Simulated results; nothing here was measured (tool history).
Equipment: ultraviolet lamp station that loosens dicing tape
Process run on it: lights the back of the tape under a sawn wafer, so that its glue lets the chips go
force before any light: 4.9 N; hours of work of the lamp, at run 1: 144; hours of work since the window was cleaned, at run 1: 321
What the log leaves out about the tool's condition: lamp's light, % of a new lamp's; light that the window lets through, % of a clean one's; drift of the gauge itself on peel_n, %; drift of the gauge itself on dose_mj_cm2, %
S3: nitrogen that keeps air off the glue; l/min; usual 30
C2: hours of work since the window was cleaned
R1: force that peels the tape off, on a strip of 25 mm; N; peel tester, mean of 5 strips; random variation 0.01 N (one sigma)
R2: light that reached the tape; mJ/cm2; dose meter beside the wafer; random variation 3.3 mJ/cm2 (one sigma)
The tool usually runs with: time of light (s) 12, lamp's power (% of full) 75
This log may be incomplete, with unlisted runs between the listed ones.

{"run": 1, "hour": 0.0, "time of light (s)": 12, "lamp's power (% of full)": 75, "S3": 30, "hours of work of the lamp": 144, "C2": 321, "R1": 0.53, "R2": 458}
{"run": 2, "hour": 5.0, "time of light (s)": 12, "lamp's power (% of full)": 75, "S3": 30, "hours of work of the lamp": 148, "C2": 324, "R1": 0.56, "R2": 458}
{"run": 3, "hour": 13.7, "time of light (s)": 12, "lamp's power (% of full)": 75, "S3": 30, "hours of work of the lamp": 154, "C2": 331, "R1": 0.543, "R2": 456}
{"run": 4, "hour": 20.1, "time of light (s)": 12, "lamp's power (% of full)": 75, "S3": 30, "hours of work of the lamp": 159, "C2": 335, "R1": 0.558, "R2": 456}
{"run": 5, "hour": 26.1, "time of light (s)": 23, "lamp's power (% of full)": 75, "S3": 30, "hours of work of the lamp": 163, "C2": 339, "R1": 0.254, "R2": 875}
{"run": 6, "hour": 34.2, "time of light (s)": 23, "lamp's power (% of full)": 75, "S3": 30, "hours of work of the lamp": 169, "C2": 345, "R1": 0.24, "R2": 879}
{"run": 7, "hour": 39.7, "time of light (s)": 12, "lamp's power (% of full)": 75, "S3": 30, "hours of work of the lamp": 173, "C2": 349, "R1": 0.567, "R2": 454}
{"run": 8, "hour": 44.1, "time of light (s)": 12, "lamp's power (% of full)": 75, "S3": 30, "hours of work of the lamp": 176, "C2": 353, "R1": 0.549, "R2": 458}
{"run": 9, "hour": 52.1, "time of light (s)": 12, "lamp's power (% of full)": 75, "S3": 27, "hours of work of the lamp": 182, "C2": 358, "R1": 0.586, "R2": 459}
{"run": 10, "hour": 56.4, "time of light (s)": 9, "lamp's power (% of full)": 75, "S3": 27, "hours of work of the lamp": 185, "C2": 362, "R1": 0.9, "R2": 344}
{"run": 11, "hour": 63.2, "time of light (s)": 12, "lamp's power (% of full)": 75, "S3": 30, "hours of work of the lamp": 190, "C2": 366, "R1": 0.561, "R2": 448}
{"run": 12, "hour": 69.4, "time of light (s)": 12, "lamp's power (% of full)": 73, "S3": 30, "hours of work of the lamp": 195, "C2": 371, "R1": 0.572, "R2": 439}
{"run": 13, "hour": 75.2, "time of light (s)": 12, "lamp's power (% of full)": 73, "S3": 30, "hours of work of the lamp": 199, "C2": 375, "R1": 0.555, "R2": 440}
{"run": 14, "hour": 81.6, "time of light (s)": 12, "lamp's power (% of full)": 75, "S3": 30, "hours of work of the lamp": 203, "C2": 380, "R1": 0.575, "R2": 446}
{"run": 15, "hour": 91.1, "time of light (s)": 12, "lamp's power (% of full)": 77, "S3": 30, "hours of work of the lamp": 210, "C2": 387, "R1": 0.526, "R2": 455}
{"run": 16, "hour": 99.1, "time of light (s)": 12, "lamp's power (% of full)": 75, "S3": 33, "hours of work of the lamp": 216, "C2": 393, "R1": 0.558, "R2": 443}
{"run": 17, "hour": 106.6, "time of light (s)": 12, "lamp's power (% of full)": 88, "S3": 30, "hours of work of the lamp": 222, "C2": 398, "R1": 0.458, "R2": 524}
{"run": 18, "hour": 115.0, "time of light (s)": 12, "lamp's power (% of full)": 64, "S3": 30, "hours of work of the lamp": 228, "C2": 404, "R1": 0.757, "R2": 374}
{"run": 19, "hour": 120.1, "time of light (s)": 12, "lamp's power (% of full)": 75, "S3": 30, "hours of work of the lamp": 231, "C2": 408, "R1": 0.597, "R2": 444}
{"run": 20, "hour": 126.3, "time of light (s)": 15, "lamp's power (% of full)": 75, "S3": 30, "hours of work of the lamp": 236, "C2": 412, "R1": 0.4, "R2": 552}
{"run": 21, "hour": 133.8, "time of light (s)": 15, "lamp's power (% of full)": 75, "S3": 30, "hours of work of the lamp": 241, "C2": 418, "R1": 0.423, "R2": 548}
{"run": 22, "hour": 142.5, "time of light (s)": 15, "lamp's power (% of full)": 75, "S3": 30, "hours of work of the lamp": 248, "C2": 424, "R1": 0.437, "R2": 550}
{"run": 23, "hour": 149.7, "time of light (s)": 8, "lamp's power (% of full)": 73, "S3": 19, "hours of work of the lamp": 253, "C2": 429, "R1": 1.294, "R2": 283}
{"run": 24, "hour": 155.4, "time of light (s)": 18, "lamp's power (% of full)": 73, "S3": 19, "hours of work of the lamp": 257, "C2": 434, "R1": 0.403, "R2": 634}
{"run": 25, "hour": 163.1, "time of light (s)": 18, "lamp's power (% of full)": 73, "S3": 19, "hours of work of the lamp": 263, "C2": 439, "R1": 0.392, "R2": 625}
{"run": 26, "hour": 169.5, "time of light (s)": 18, "lamp's power (% of full)": 73, "S3": 19, "hours of work of the lamp": 267, "C2": 444, "R1": 0.405, "R2": 636}
{"run": 27, "hour": 177.3, "time of light (s)": 6, "lamp's power (% of full)": 90, "S3": 28, "hours of work of the lamp": 273, "C2": 449, "R1": 1.297, "R2": 262}
{"run": 28, "hour": 182.1, "time of light (s)": 10, "lamp's power (% of full)": 91, "S3": 28, "hours of work of the lamp": 277, "C2": 453, "R1": 0.622, "R2": 438}
{"run": 29, "hour": 190.8, "time of light (s)": 10, "lamp's power (% of full)": 91, "S3": 28, "hours of work of the lamp": 283, "C2": 459, "R1": 0.634, "R2": 433}
{"run": 30, "hour": 195.6, "time of light (s)": 10, "lamp's power (% of full)": 91, "S3": 28, "hours of work of the lamp": 286, "C2": 463, "R1": 0.619, "R2": 435}
{"run": 31, "hour": 203.2, "time of light (s)": 10, "lamp's power (% of full)": 91, "S3": 48, "hours of work of the lamp": 292, "C2": 468, "R1": 0.517, "R2": 433}
{"run": 32, "hour": 208.9, "time of light (s)": 10, "lamp's power (% of full)": 91, "S3": 48, "hours of work of the lamp": 296, "C2": 472, "R1": 0.501, "R2": 431}
{"run": 33, "hour": 215.2, "time of light (s)": 10, "lamp's power (% of full)": 91, "S3": 13, "hours of work of the lamp": 301, "C2": 477, "R1": 0.9, "R2": 432}
{"run": 34, "hour": 222.2, "time of light (s)": 12, "lamp's power (% of full)": 75, "S3": 52, "hours of work of the lamp": 306, "C2": 482, "R1": 0.507, "R2": 427}
{"run": 35, "hour": 228.5, "time of light (s)": 12, "lamp's power (% of full)": 64, "S3": 31, "hours of work of the lamp": 310, "C2": 487, "R1": 0.795, "R2": 360}
{"run": 36, "hour": 237.7, "time of light (s)": 12, "lamp's power (% of full)": 60, "S3": 17, "hours of work of the lamp": 317, "C2": 493, "R1": 1.104, "R2": 337}
{"run": 37, "hour": 244.8, "time of light (s)": 12, "lamp's power (% of full)": 61, "S3": 12, "hours of work of the lamp": 322, "C2": 499, "R1": 1.245, "R2": 341}
{"run": 38, "hour": 253.3, "time of light (s)": 12, "lamp's power (% of full)": 73, "S3": 10, "hours of work of the lamp": 328, "C2": 505, "R1": 1.042, "R2": 411}
{"run": 39, "hour": 259.7, "time of light (s)": 13, "lamp's power (% of full)": 91, "S3": 26, "hours of work of the lamp": 333, "C2": 509, "R1": 0.422, "R2": 549}
{"run": 40, "hour": 268.7, "time of light (s)": 13, "lamp's power (% of full)": 88, "S3": 10, "hours of work of the lamp": 339, "C2": 516, "R1": 0.726, "R2": 529}
{"run": 41, "hour": 272.7, "time of light (s)": 21, "lamp's power (% of full)": 96, "S3": 16, "hours of work of the lamp": 342, "C2": 519, "R1": 0.269, "R2": 931}
{"run": 42, "hour": 278.9, "time of light (s)": 12, "lamp's power (% of full)": 62, "S3": 17, "hours of work of the lamp": 347, "C2": 523, "R1": 1.109, "R2": 345}
{"run": 43, "hour": 284.7, "time of light (s)": 12, "lamp's power (% of full)": 62, "S3": 17, "hours of work of the lamp": 351, "C2": 528, "R1": 1.059, "R2": 339}
{"run": 44, "hour": 290.0, "time of light (s)": 12, "lamp's power (% of full)": 62, "S3": 14, "hours of work of the lamp": 355, "C2": 531, "R1": 1.16, "R2": 343}

Forecast each of these 4 alternatives for the next run:
{"run": "A", "hour": 295.6, "time of light (s)": 24, "lamp's power (% of full)": 71, "S3": 16, "hours of work of the lamp": 359, "C2": 536, "R1": "?", "R2": "?"}
{"run": "B", "hour": 295.6, "time of light (s)": 8, "lamp's power (% of full)": 63, "S3": 32, "hours of work of the lamp": 359, "C2": 536, "R1": "?", "R2": "?"}
{"run": "C", "hour": 295.6, "time of light (s)": 9, "lamp's power (% of full)": 70, "S3": 30, "hours of work of the lamp": 359, "C2": 536, "R1": "?", "R2": "?"}
{"run": "D", "hour": 295.6, "time of light (s)": 12, "lamp's power (% of full)": 88, "S3": 16, "hours of work of the lamp": 359, "C2": 536, "R1": "?", "R2": "?"}

run=A R1=0.321 R2=773
run=B R1=1.386 R2=224
run=C R1=1.072 R2=286
run=D R1=0.691 R2=483
Had the tool no hidden state, the same runs would have come out as:
run=A R1=0.255 R2=974
run=B R1=1.036 R2=283
run=C R1=0.767 R2=361
run=D R1=0.483 R2=609
